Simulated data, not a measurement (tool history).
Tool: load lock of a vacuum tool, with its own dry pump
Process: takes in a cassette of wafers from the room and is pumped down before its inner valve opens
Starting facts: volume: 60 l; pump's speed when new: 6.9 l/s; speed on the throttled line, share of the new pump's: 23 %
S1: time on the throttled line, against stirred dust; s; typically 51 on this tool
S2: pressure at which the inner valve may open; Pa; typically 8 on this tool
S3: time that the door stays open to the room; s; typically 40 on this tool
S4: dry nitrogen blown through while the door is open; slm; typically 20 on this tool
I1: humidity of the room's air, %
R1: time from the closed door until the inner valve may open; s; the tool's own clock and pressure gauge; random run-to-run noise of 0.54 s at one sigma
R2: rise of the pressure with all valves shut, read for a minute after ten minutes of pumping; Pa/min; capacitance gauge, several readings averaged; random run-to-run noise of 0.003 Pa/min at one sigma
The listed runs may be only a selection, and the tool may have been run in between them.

Run 1, hour 0: usual settings; I1 48.7. Result: R1 122.3 s, R2 0.047 Pa/min.
Run 2, hour 80.9: usual settings; I1 46.6. Result: R1 123.4 s, R2 0.051 Pa/min.
Run 3, hour 153.4: usual settings; I1 47.9. Result: R1 123.1 s, R2 0.045 Pa/min.
Run 4, hour 222.5: usual settings; I1 46.4. Result: R1 122.8 s, R2 0.044 Pa/min.
Run 5, hour 319.1: usual settings; I1 44. Result: R1 122.4 s, R2 0.043 Pa/min.
Run 6, hour 384: usual settings; I1 44.2. Result: R1 122.8 s, R2 0.038 Pa/min.
Run 7, hour 466.7: usual settings; I1 45.4. Result: R1 121.1 s, R2 0.039 Pa/min.
Run 8, hour 555.2: usual settings but S2 6 Pa; I1 46.3. Result: R1 127.2 s, R2 0.046 Pa/min.
Run 9, hour 650.1: usual settings but S2 11 Pa; I1 46.7. Result: R1 119.8 s, R2 0.047 Pa/min.
Run 10, hour 708.1: usual settings but S3 28 s; I1 44.4. Result: R1 122.8 s, R2 0.036 Pa/min.
Run 11, hour 797.6: usual settings but S3 28 s; I1 44.7. Result: R1 123.7 s, R2 0.037 Pa/min.
Run 12, hour 865.2: usual settings but S3 28 s; I1 42. Result: R1 121.8 s, R2 0.029 Pa/min.
Run 13, hour 936.6: usual settings but S3 28 s; I1 44.4. Result: R1 122.3 s, R2 0.033 Pa/min.
Run 14, hour 1005.8: usual settings but S1 70 s; I1 44.5. Result: R1 136.7 s, R2 0.043 Pa/min.
Run 15, hour 1082.1: usual settings; I1 45.3. Result: R1 122 s, R2 0.047 Pa/min.
Run 16, hour 1138.3: usual settings; I1 47.5. Result: R1 122.6 s, R2 0.045 Pa/min.
Run 17, hour 1189.4: usual settings; I1 44. Result: R1 122.1 s, R2 0.043 Pa/min.
Run 18, hour 1260: usual settings; I1 45.6. Result: R1 122.4 s, R2 0.04 Pa/min.
Run 19, hour 1361.8: usual settings; I1 47. Result: R1 122 s, R2 0.044 Pa/min.
Run 20, hour 1441.4: usual settings but S1 75 s, S2 6 Pa, S3 217 s, S4 19 slm; I1 44.4. Result: R1 144.3 s, R2 0.089 Pa/min.

Run 21 has not been measured yet. What should we expect?
Run 21, hour 1516.9: usual settings but S1 75 s, S2 6 Pa, S3 217 s, S4 19 slm; I1 44.9. Result: R1 ?, R2 ?.

R1: 143.9 s
R2: 0.095 Pa/min
Take away the tool's hidden state, keep the run-to-run variation as it was, and the same run would have given R1 143.8 s, R2 0.094 Pa/min.
